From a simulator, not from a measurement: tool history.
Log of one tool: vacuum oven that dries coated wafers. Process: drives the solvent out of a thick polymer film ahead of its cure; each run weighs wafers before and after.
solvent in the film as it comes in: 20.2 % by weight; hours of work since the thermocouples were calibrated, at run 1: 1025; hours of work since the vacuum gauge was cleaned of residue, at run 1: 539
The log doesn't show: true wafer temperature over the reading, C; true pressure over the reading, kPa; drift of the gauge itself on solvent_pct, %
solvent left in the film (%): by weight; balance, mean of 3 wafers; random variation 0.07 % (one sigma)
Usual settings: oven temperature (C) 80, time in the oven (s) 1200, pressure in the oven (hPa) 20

run	hour	oven temperature (C)	time in the oven (s)	pressure in the oven (hPa)	hours of work since the thermocouples were calibrated	hours of work since the vacuum gauge was cleaned of residue	solvent left in the film (%)
1	0	80	1200	20	1025	539	4.34
2	11.7	80	1200	20	1034	547	4.35
3	21.6	80	1200	20	1041	555	4.41
4	34.7	80	780	20	1051	565	6.58
5	43.9	80	780	20	1058	571	6.71
6	62.8	80	780	20	1072	585	6.68
7	85.3	80	1200	20	1088	602	4.27
8	96.1	80	1200	20	1096	610	4.35
9	111.5	80	1200	20	1108	622	4.33
10	124.5	80	1200	20	1117	631	4.33
11	141.7	80	1200	20	1130	644	4.35
12	155.9	80	1200	20	1141	654	4.39
13	166.1	80	1200	20	1148	662	4.21
14	184.8	80	1680	20	1162	676	2.77
15	194.3	80	1680	20	1169	683	2.79
# hour 197.8: vacuum gauge cleaned of residue and calibrated
# hour 208.7: oven's thermocouples calibrated
16	216.1	80	1200	20	6	12	5.03
17	236.5	80	1200	20	21	27	5.19
18	248.4	80	1200	20	29	36	5.14
# hour 269.3: vacuum gauge cleaned of residue and calibrated, once more
19	270.4	80	1200	20	45	1	4.96
20	288.7	80	1200	20	58	14	4.93
21	311	80	1200	20	75	31	4.97
22	325.7	80	2100	46.6	86	42	3.85
23	343.8	80	2100	46.6	99	55	3.67
24	363.1	80	2100	46.6	113	70	3.79
25	382.4	95	780	14.4	128	84	2.19
26	405.1	81	1440	15.1	145	101	3.38
27	415.8	81	1440	15.1	152	109	3.44
28	428.4	81	1440	15.1	162	118	3.37
29	439.7	68	1020	31	170	126	10.79
30	457.2	69	1020	12.6	183	139	9.37
31	470.8	80	1260	22	193	149	4.82
32	483.4	80	1140	35.2	203	159	5.88
33	495.9	80	960	50.4	212	168	7.11
34	509.8	80	720	19.8	222	178	7.65
35	520.1	80	1080	45.1	230	186	6.23
36	529.9	80	1440	10.3	237	193	3.42
37	551	73	1440	10.3	253	209	6.08
38	573	74	1020	20.3	269	225	8.23
39	591.6	74	1020	20.3	283	239	8.16
40	613.8	80	1080	20	299	256	5.33

Hidden state at the last listed run before each entry between runs and at the first one after, where it differs:
Between runs 15 and 16: vacuum gauge cleaned of residue and calibrated (hour 197.8); oven's thermocouples calibrated (hour 208.7)
  true wafer temperature over the reading, C: 1.94 -> -0.26; true pressure over the reading, kPa: 0.194 -> 0.252
  measured less the result without the state, solvent left in the film (%): -0.48 -> +0.2
Between runs 18 and 19: vacuum gauge cleaned of residue and calibrated, once more (hour 269.3)
  true wafer temperature over the reading, C: -0.22 -> -0.19; true pressure over the reading, kPa: 0.258 -> 0.007
  measured less the result without the state, solvent left in the film (%): +0.19 -> +0.07

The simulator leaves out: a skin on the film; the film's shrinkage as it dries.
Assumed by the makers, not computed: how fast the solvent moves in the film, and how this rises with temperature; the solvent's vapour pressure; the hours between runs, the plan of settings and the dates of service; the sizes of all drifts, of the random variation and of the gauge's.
